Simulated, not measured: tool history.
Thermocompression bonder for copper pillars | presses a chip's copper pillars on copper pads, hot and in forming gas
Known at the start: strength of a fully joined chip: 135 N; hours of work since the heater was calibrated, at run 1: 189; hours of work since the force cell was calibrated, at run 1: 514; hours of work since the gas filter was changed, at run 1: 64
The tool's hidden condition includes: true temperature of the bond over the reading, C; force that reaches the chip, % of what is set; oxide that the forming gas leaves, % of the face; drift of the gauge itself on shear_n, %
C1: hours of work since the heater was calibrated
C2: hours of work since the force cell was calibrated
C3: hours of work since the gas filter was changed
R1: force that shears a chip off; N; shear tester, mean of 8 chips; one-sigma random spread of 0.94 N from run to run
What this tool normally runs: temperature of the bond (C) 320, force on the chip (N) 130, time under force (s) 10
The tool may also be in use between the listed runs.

Run 1, hour 0: usual settings; C1 189; C2 514; C3 64. Result: R1 74.4 N.
Run 2, hour 20.4: usual settings; C1 203; C2 527; C3 77. Result: R1 73.1 N.
Run 3, hour 31.3: usual settings; C1 210; C2 534; C3 85. Result: R1 75.2 N.
Run 4, hour 51.2: usual settings; C1 223; C2 548; C3 98. Result: R1 73.7 N.
Run 5, hour 70.5: usual settings; C1 236; C2 560; C3 110. Result: R1 74.4 N.
Run 6, hour 89.4: usual settings but temperature of the bond (C) 337; C1 248; C2 573; C3 123. Result: R1 85.7 N.
Run 7, hour 98.3: usual settings but temperature of the bond (C) 337; C1 254; C2 579; C3 129. Result: R1 86.9 N.
Run 8, hour 111.7: usual settings but temperature of the bond (C) 337; C1 263; C2 588; C3 138. Result: R1 86.5 N.
Run 9, hour 123.5: usual settings but time under force (s) 8; C1 271; C2 595; C3 146. Result: R1 68 N.
Run 10, hour 144.5: usual settings; C1 285; C2 609; C3 159. Result: R1 72.4 N.
Run 11, hour 158.4: usual settings; C1 294; C2 619; C3 169. Result: R1 72.2 N.
Run 12, hour 171.1: usual settings; C1 302; C2 627; C3 177. Result: R1 71.5 N.
Run 13, hour 187.9: usual settings; C1 313; C2 638; C3 188. Result: R1 69.5 N.
Run 14, hour 208.6: usual settings but temperature of the bond (C) 333; C1 327; C2 652; C3 202. Result: R1 81.7 N.
Run 15, hour 219.4: usual settings; C1 334; C2 659; C3 209. Result: R1 71.5 N.
At hour 228.7: forming gas filter changed.
Run 16, hour 236.6: usual settings but temperature of the bond (C) 319; C1 345; C2 670; C3 5. Result: R1 74.6 N.
Run 17, hour 253.6: usual settings but temperature of the bond (C) 292; C1 356; C2 681; C3 17. Result: R1 52.3 N.
Run 18, hour 271.3: usual settings but temperature of the bond (C) 292; C1 368; C2 693; C3 28. Result: R1 51.9 N.
Run 19, hour 290.6: usual settings but temperature of the bond (C) 292; C1 381; C2 706; C3 41. Result: R1 52.6 N.
Run 20, hour 299.5: usual settings but temperature of the bond (C) 325, force on the chip (N) 166, time under force (s) 23; C1 387; C2 711; C3 47. Result: R1 106.3 N.
Run 21, hour 309.2: usual settings but temperature of the bond (C) 334, force on the chip (N) 107, time under force (s) 26; C1 393; C2 718; C3 53. Result: R1 101.2 N.
Run 22, hour 320.9: usual settings but temperature of the bond (C) 296, force on the chip (N) 107, time under force (s) 26; C1 401; C2 726; C3 61. Result: R1 69.8 N.
Run 23, hour 336.7: usual settings but temperature of the bond (C) 300, force on the chip (N) 79, time under force (s) 15; C1 411; C2 736; C3 71. Result: R1 50.5 N.
Run 24, hour 357.9: usual settings but temperature of the bond (C) 328, force on the chip (N) 88, time under force (s) 7; C1 425; C2 750; C3 85. Result: R1 57.2 N.
Run 25, hour 378.9: usual settings but time under force (s) 25; C1 439; C2 764; C3 99. Result: R1 94.5 N.
Run 26, hour 397.4: usual settings but temperature of the bond (C) 345, force on the chip (N) 83, time under force (s) 19; C1 451; C2 776; C3 112. Result: R1 90.1 N.
Run 27, hour 412.2: usual settings but temperature of the bond (C) 317, force on the chip (N) 106; C1 461; C2 786; C3 121. Result: R1 62.3 N.
Run 28, hour 425.4: usual settings but temperature of the bond (C) 317, force on the chip (N) 161; C1 470; C2 795; C3 130. Result: R1 76.1 N.
Run 29, hour 441.6: usual settings but temperature of the bond (C) 317, force on the chip (N) 161; C1 481; C2 805; C3 141. Result: R1 76.5 N.
Run 30, hour 460.8: usual settings but temperature of the bond (C) 317, force on the chip (N) 161; C1 493; C2 818; C3 154. Result: R1 76.4 N.
Run 31, hour 477: usual settings but temperature of the bond (C) 304, force on the chip (N) 88, time under force (s) 22; C1 504; C2 829; C3 164. Result: R1 63 N.
Run 32, hour 491.4: usual settings but temperature of the bond (C) 292, force on the chip (N) 108, time under force (s) 8; C1 514; C2 838; C3 174. Result: R1 38.9 N.
Run 33, hour 506.2: usual settings but temperature of the bond (C) 330, force on the chip (N) 109, time under force (s) 28; C1 523; C2 848; C3 183. Result: R1 92.8 N.
Run 34, hour 525.6: usual settings but temperature of the bond (C) 299, force on the chip (N) 129, time under force (s) 7; C1 536; C2 861; C3 196. Result: R1 45.7 N.
Run 35, hour 536.7: usual settings but temperature of the bond (C) 299, force on the chip (N) 129, time under force (s) 7; C1 544; C2 868; C3 204. Result: R1 45.5 N.
Run 36, hour 548.6: usual settings but temperature of the bond (C) 323, force on the chip (N) 114; C1 551; C2 876; C3 212. Result: R1 67.8 N.
At hour 555.2: forming gas filter changed.
Run 37, hour 567: usual settings but temperature of the bond (C) 323, force on the chip (N) 114; C1 563; C2 888; C3 8. Result: R1 69.5 N.

Hidden state at the last listed run before each entry between runs and at the first one after, where it differs:
From run 15 to run 16: forming gas filter changed (hour 228.7)
  true temperature of the bond over the reading, C: -2.3 -> -2.4; force that reaches the chip, % of what is set: 94.3 -> 94.2; oxide that the forming gas leaves, % of the face: 7.31 -> 0.91
  measured minus no-state result, R1: -9.3 -> -4.5 N
From run 36 to run 37: forming gas filter changed (hour 555.2)
  force that reaches the chip, % of what is set: 92.4 -> 92.3; oxide that the forming gas leaves, % of the face: 7.67 -> 0.93
  measured minus no-state result, R1: -11.2 -> -6.3 N
